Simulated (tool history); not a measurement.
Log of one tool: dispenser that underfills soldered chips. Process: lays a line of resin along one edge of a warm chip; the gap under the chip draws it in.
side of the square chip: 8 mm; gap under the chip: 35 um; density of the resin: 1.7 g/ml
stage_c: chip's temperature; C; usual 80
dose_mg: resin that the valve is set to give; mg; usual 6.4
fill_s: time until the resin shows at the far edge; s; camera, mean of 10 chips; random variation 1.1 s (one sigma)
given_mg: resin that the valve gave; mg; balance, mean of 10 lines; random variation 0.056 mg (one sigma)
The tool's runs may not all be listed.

run 1 hour=0 | stage_c=80 dose_mg=6.4 | fill_s=130.2 given_mg=5.98
run 2 hour=4.9 | stage_c=80 dose_mg=6.4 | fill_s=146.7 given_mg=6
-- hour=9.2 new syringe of resin
run 3 hour=11.4 | stage_c=80 dose_mg=6.4 | fill_s=116.3 given_mg=5.91
run 4 hour=18 | stage_c=80 dose_mg=6.4 | fill_s=134.9 given_mg=5.92
run 5 hour=23 | stage_c=80 dose_mg=6.4 | fill_s=151.8 given_mg=5.75
-- hour=26.2 new syringe of resin
run 6 hour=26.7 | stage_c=80 dose_mg=6.4 | fill_s=110.1 given_mg=5.86
run 7 hour=30.7 | stage_c=80 dose_mg=6.4 | fill_s=122.6 given_mg=5.93
run 8 hour=33.9 | stage_c=80 dose_mg=6.4 | fill_s=131.5 given_mg=5.87
run 9 hour=38.8 | stage_c=80 dose_mg=6.4 | fill_s=148 given_mg=5.8
run 10 hour=41.8 | stage_c=80 dose_mg=6.4 | fill_s=161.4 given_mg=5.62
-- hour=43.4 new syringe of resin
run 11 hour=46.4 | stage_c=80 dose_mg=6.4 | fill_s=115.9 given_mg=5.79
run 12 hour=50.2 | stage_c=80 dose_mg=6.4 | fill_s=126.2 given_mg=5.78
run 13 hour=55.8 | stage_c=80 dose_mg=5.66 | fill_s=148.7 given_mg=5.08
-- hour=60.4 new syringe of resin
run 14 hour=61.4 | stage_c=80 dose_mg=5.66 | fill_s=113.8 given_mg=5.03
run 15 hour=65.6 | stage_c=80 dose_mg=5.7 | fill_s=124.8 given_mg=5.1
run 16 hour=70.6 | stage_c=80 dose_mg=6.4 | fill_s=139.6 given_mg=5.71
run 17 hour=76.4 | stage_c=80 dose_mg=6.4 | fill_s=158.6 given_mg=5.62
-- hour=77.2 new syringe of resin
-- hour=80 dispensing valve cleaned and set on the balance
run 18 hour=84.4 | stage_c=80 dose_mg=5.57 | fill_s=125.9 given_mg=5.57
run 19 hour=88.5 | stage_c=80 dose_mg=5.57 | fill_s=138.6 given_mg=5.49
run 20 hour=94.1 | stage_c=80 dose_mg=5.57 | fill_s=159.8 given_mg=5.57
-- hour=95 new syringe of resin
run 21 hour=98.9 | stage_c=80 dose_mg=5.57 | fill_s=120.1 given_mg=5.48
run 22 hour=104.8 | stage_c=80 dose_mg=5.57 | fill_s=138.9 given_mg=5.47
run 23 hour=110.1 | stage_c=80 dose_mg=5.57 | fill_s=159.9 given_mg=5.45
-- hour=111.8 new syringe of resin
run 24 hour=117.1 | stage_c=86 dose_mg=6.7 | fill_s=99.3 given_mg=6.51
run 25 hour=121.4 | stage_c=82 dose_mg=6.4 | fill_s=125.4 given_mg=6.18
run 26 hour=127.5 | stage_c=70 dose_mg=6.64 | fill_s=219.8 given_mg=6.42
-- hour=128.7 new syringe of resin
run 27 hour=134.4 | stage_c=70 dose_mg=6.64 | fill_s=165.2 given_mg=6.45
run 28 hour=139.1 | stage_c=70 dose_mg=6.64 | fill_s=188.7 given_mg=6.4
run 29 hour=145 | stage_c=66 dose_mg=6.4 | fill_s=251.7 given_mg=6.17
-- hour=145.7 new syringe of resin
run 30 hour=151.3 | stage_c=73 dose_mg=8.27 | fill_s=151.7 given_mg=7.89
run 31 hour=154.9 | stage_c=73 dose_mg=8.27 | fill_s=161.6 given_mg=7.9
run 32 hour=160 | stage_c=92 dose_mg=5.59 | fill_s=107.4 given_mg=5.27
-- hour=162.6 new syringe of resin
run 33 hour=166.9 | stage_c=92 dose_mg=5.59 | fill_s=81.7 given_mg=5.42
run 34 hour=169.8 | stage_c=92 dose_mg=5.59 | fill_s=88 given_mg=5.24
run 35 hour=175.4 | stage_c=76 dose_mg=5.93 | fill_s=161.8 given_mg=5.63
-- hour=179.5 new syringe of resin
run 36 hour=181.6 | stage_c=86 dose_mg=6.58 | fill_s=92.5 given_mg=6.18

Hidden state or all else? Some run-to-run changes of fill_s, split into what the settings, what came in and random variation would give without the hidden state, and what is left for the hidden state (with any gauge scatter that isn't in both results):
The hidden state here: resin's viscosity, % of fresh resin's; dose that the valve gives, % of what is set; true chip temperature over the reading, C; drift of the gauge itself on fill_s, %; drift of the gauge itself on given_mg, %.
Run 10 -> 11: new syringe of resin. fill_s -45.5 s: hidden state -45.8, all else +0.3.
Run 25 -> 26: stage_c 82 -> 70, dose_mg 6.4 -> 6.64. fill_s +94.4 s: hidden state +43.2, all else +51.2.
Run 26 -> 27: new syringe of resin. fill_s -54.6 s: hidden state -49.9, all else -4.7.
Run 29 -> 30: stage_c 66 -> 73, dose_mg 6.4 -> 8.27, new syringe of resin. fill_s -100 s: hidden state -62.4, all else -37.6.
Run 34 -> 35: stage_c 92 -> 76, dose_mg 5.59 -> 5.93. fill_s +73.8 s: hidden state +27.6, all else +46.2.

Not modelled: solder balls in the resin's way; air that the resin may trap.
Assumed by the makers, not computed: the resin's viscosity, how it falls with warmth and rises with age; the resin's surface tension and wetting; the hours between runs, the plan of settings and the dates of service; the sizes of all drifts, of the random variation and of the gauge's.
